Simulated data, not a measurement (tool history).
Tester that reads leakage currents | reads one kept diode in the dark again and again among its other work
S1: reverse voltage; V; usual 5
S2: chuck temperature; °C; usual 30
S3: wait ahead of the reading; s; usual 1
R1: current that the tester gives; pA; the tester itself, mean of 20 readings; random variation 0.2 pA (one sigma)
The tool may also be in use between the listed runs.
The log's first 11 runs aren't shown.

run	hour	S1	S2	S3	R1
12	1637.2	1.22	30	1	35.47
# hour 1709.9: tester calibrated
13	1766.4	1.22	30	1	34.93
14	1964.9	1.22	30	1	35.13
15	2129.9	1.22	42	1	96.45
16	2252.7	13.72	30	1	117.61
17	2388.9	11.47	30	8.48	107.72
18	2511.1	11.47	30	8.48	108.83
19	2688.8	11.47	30	8.48	109.55
20	2815.8	11.47	30	8.48	110.48
21	2945.1	11.47	30	8.48	111.46
22	3049.2	2.71	30	0.65	54.09
23	3175.3	8.11	41	0.37	229.7
24	3266.5	4.04	23	1	37.32
25	3431.4	4.04	26	1	48.33

Forecast run 26:
26	3600.8	11.09	25	0.36	?

R1: 80.61 pA
Without the tool's hidden state the same run would have given R1 63.63 pA.
